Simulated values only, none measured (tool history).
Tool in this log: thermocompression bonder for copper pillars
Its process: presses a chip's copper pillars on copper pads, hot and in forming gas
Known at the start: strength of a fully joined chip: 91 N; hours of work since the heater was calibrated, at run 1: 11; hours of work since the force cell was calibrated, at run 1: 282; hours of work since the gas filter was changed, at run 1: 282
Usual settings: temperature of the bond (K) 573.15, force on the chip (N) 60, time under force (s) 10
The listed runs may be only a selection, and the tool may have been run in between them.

run	hour	temperature of the bond (K)	force on the chip (N)	time under force (s)	hours of work since the heater was calibrated	hours of work since the force cell was calibrated	hours of work since the gas filter was changed	force that shears a chip off (N)
1	0	573.15	60	10	11	282	282	32.9
2	9.1	573.15	60	10	17	287	287	32.7
3	28.3	573.15	60	25	28	299	299	45.9
4	39.5	573.15	60	25	34	305	305	45.6
5	49.8	573.15	60	16	41	311	311	39.1
6	62.8	573.15	60	16	48	319	319	39.1
# hour 65.9: force cell calibrated
7	81.2	573.15	60	16	58	9	329	38.2
8	92.6	573.15	65	10	65	16	335	35.4
9	105	573.15	60	6	72	23	343	25.8
# hour 123.8: forming gas filter changed
10	123.8	573.15	60	6	83	34	0	26.8
11	143	573.15	58	10	94	45	11	31.2
12	153.4	573.15	38	18	100	51	17	24.7
13	165.7	573.15	60	24	107	58	25	45
# hour 181.2: force cell calibrated, once more
14	185.8	573.15	43	5	118	3	35	17.6
15	200.9	595.15	49	24	127	11	44	47.6
16	216.7	546.15	87	13	136	21	53	41.8

Across each entry between runs, compare the hidden state at the last listed run before it with the hidden state at the first listed run after it:
Between runs 6 and 7: force cell calibrated (hour 65.9)
  force that reaches the chip, % of what is set: 95.6 -> 94.5; oxide that the forming gas leaves, % of the face: 2.76 -> 2.82
  measured less the result without the state, force that shears a chip off (N): -2.9 -> -3.4
Between runs 9 and 10: forming gas filter changed (hour 123.8)
  force that reaches the chip, % of what is set: 94.4 -> 94.3; oxide that the forming gas leaves, % of the face: 2.92 -> 0.53
  measured less the result without the state, force that shears a chip off (N): -2.6 -> -2
Between runs 13 and 14: force cell calibrated, once more (hour 181.2)
  true temperature of the bond over the reading, C: -0.8 -> -0.9; force that reaches the chip, % of what is set: 94 -> 99.9; oxide that the forming gas leaves, % of the face: 0.7 -> 0.78
  measured less the result without the state, force that shears a chip off (N): -3.1 -> -0.3

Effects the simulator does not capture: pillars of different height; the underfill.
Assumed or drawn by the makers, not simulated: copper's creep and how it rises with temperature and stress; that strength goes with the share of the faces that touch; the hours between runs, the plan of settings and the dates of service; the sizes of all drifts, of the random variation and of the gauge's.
